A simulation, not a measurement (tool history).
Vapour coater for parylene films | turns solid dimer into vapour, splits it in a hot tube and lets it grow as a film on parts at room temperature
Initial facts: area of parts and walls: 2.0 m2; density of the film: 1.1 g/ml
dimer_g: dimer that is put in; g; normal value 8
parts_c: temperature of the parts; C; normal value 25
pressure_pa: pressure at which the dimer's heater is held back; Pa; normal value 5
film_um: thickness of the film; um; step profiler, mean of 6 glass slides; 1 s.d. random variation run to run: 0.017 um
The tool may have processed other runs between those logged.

run 1 day=0 | dimer_g=8 parts_c=25 pressure_pa=5 | film_um=2.91
run 2 day=0.562 | dimer_g=7 parts_c=25 pressure_pa=5 | film_um=2.51
run 3 day=1.3 | dimer_g=8 parts_c=25 pressure_pa=3.92 | film_um=3.04
run 4 day=1.721 | dimer_g=8 parts_c=25 pressure_pa=2.42 | film_um=3.34
run 5 day=2.425 | dimer_g=8 parts_c=25 pressure_pa=4.38 | film_um=3
run 6 day=3.025 | dimer_g=8 parts_c=25 pressure_pa=4.38 | film_um=2.98
run 7 day=3.392 | dimer_g=8 parts_c=25 pressure_pa=4.38 | film_um=2.99
run 8 day=3.958 | dimer_g=8 parts_c=25 pressure_pa=2.42 | film_um=3.35
run 9 day=4.654 | dimer_g=8 parts_c=25 pressure_pa=2.42 | film_um=3.39
run 10 day=5.2 | dimer_g=8 parts_c=25 pressure_pa=2.42 | film_um=3.38
run 11 day=6.004 | dimer_g=8 parts_c=22 pressure_pa=5 | film_um=3.13
run 12 day=6.412 | dimer_g=8 parts_c=22 pressure_pa=5 | film_um=3.13
run 13 day=7.079 | dimer_g=4 parts_c=25 pressure_pa=5 | film_um=1.47
run 14 day=7.771 | dimer_g=8 parts_c=25 pressure_pa=5 | film_um=2.9
run 15 day=8.258 | dimer_g=8 parts_c=25 pressure_pa=5 | film_um=2.9
run 16 day=8.946 | dimer_g=12 parts_c=25 pressure_pa=5 | film_um=4.41
run 17 day=9.671 | dimer_g=8 parts_c=20 pressure_pa=5 | film_um=3.24
run 18 day=10.404 | dimer_g=8 parts_c=20 pressure_pa=5 | film_um=3.27
run 19 day=10.892 | dimer_g=8 parts_c=25 pressure_pa=5 | film_um=2.91
run 20 day=11.517 | dimer_g=11 parts_c=25 pressure_pa=5 | film_um=4.07
run 21 day=11.958 | dimer_g=8 parts_c=26 pressure_pa=5 | film_um=2.87
run 22 day=12.7 | dimer_g=8 parts_c=23 pressure_pa=5 | film_um=3.1
run 23 day=13.112 | dimer_g=8 parts_c=23 pressure_pa=5 | film_um=3.08
run 24 day=13.692 | dimer_g=8 parts_c=25 pressure_pa=5 | film_um=2.92
run 25 day=14.275 | dimer_g=8 parts_c=25 pressure_pa=5 | film_um=2.93
run 26 day=14.783 | dimer_g=11 parts_c=33 pressure_pa=7.03 | film_um=3.16
run 27 day=15.338 | dimer_g=11 parts_c=33 pressure_pa=7.03 | film_um=3.18
-- day=15.671 trap's valve overhauled
run 28 day=16.021 | dimer_g=11 parts_c=33 pressure_pa=5.32 | film_um=3.38
run 29 day=16.371 | dimer_g=4 parts_c=20 pressure_pa=5 | film_um=1.67
run 30 day=17.042 | dimer_g=4 parts_c=20 pressure_pa=5 | film_um=1.67
run 31 day=17.383 | dimer_g=5 parts_c=20 pressure_pa=5 | film_um=2.06
run 32 day=17.962 | dimer_g=9 parts_c=25 pressure_pa=4.69 | film_um=3.38
-- day=18.517 gauge calibrated
run 33 day=18.612 | dimer_g=11 parts_c=25 pressure_pa=2.39 | film_um=4.61
run 34 day=18.946 | dimer_g=5 parts_c=18 pressure_pa=5.39 | film_um=2.08
run 35 day=19.383 | dimer_g=5 parts_c=18 pressure_pa=5.39 | film_um=2.08
run 36 day=19.988 | dimer_g=5 parts_c=18 pressure_pa=5.39 | film_um=2.09
run 37 day=20.454 | dimer_g=5 parts_c=18 pressure_pa=5.39 | film_um=2.06
run 38 day=20.862 | dimer_g=4 parts_c=23 pressure_pa=2.39 | film_um=1.78
run 39 day=21.475 | dimer_g=4 parts_c=23 pressure_pa=2.39 | film_um=1.76
run 40 day=22 | dimer_g=4 parts_c=27 pressure_pa=3.47 | film_um=1.5
run 41 day=22.554 | dimer_g=3 parts_c=21 pressure_pa=5.12 | film_um=1.2
run 42 day=23.138 | dimer_g=5 parts_c=32 pressure_pa=5.02 | film_um=1.54
run 43 day=23.683 | dimer_g=4 parts_c=28 pressure_pa=5.02 | film_um=1.38
run 44 day=24.15 | dimer_g=4 parts_c=25 pressure_pa=6.38 | film_um=1.38
run 45 day=24.875 | dimer_g=9 parts_c=19 pressure_pa=5.81 | film_um=3.63
run 46 day=25.342 | dimer_g=8 parts_c=25 pressure_pa=5.07 | film_um=2.91
run 47 day=25.821 | dimer_g=5 parts_c=22 pressure_pa=9.33 | film_um=1.73

3 ways to go on from here, each from the tool as it stands after run 47. What would each give?
run A day=26.542 | dimer_g=4 parts_c=18 pressure_pa=9.33 | film_um=?
run B day=26.542 | dimer_g=5 parts_c=36 pressure_pa=4.97 | film_um=?
run C day=26.542 | dimer_g=7 parts_c=23 pressure_pa=7.27 | film_um=?

run=A film_um=1.48
run=B film_um=1.43
run=C film_um=2.48
What these runs would have given with no unlogged condition in the tool:
run=A film_um=1.46
run=B film_um=1.42
run=C film_um=2.46

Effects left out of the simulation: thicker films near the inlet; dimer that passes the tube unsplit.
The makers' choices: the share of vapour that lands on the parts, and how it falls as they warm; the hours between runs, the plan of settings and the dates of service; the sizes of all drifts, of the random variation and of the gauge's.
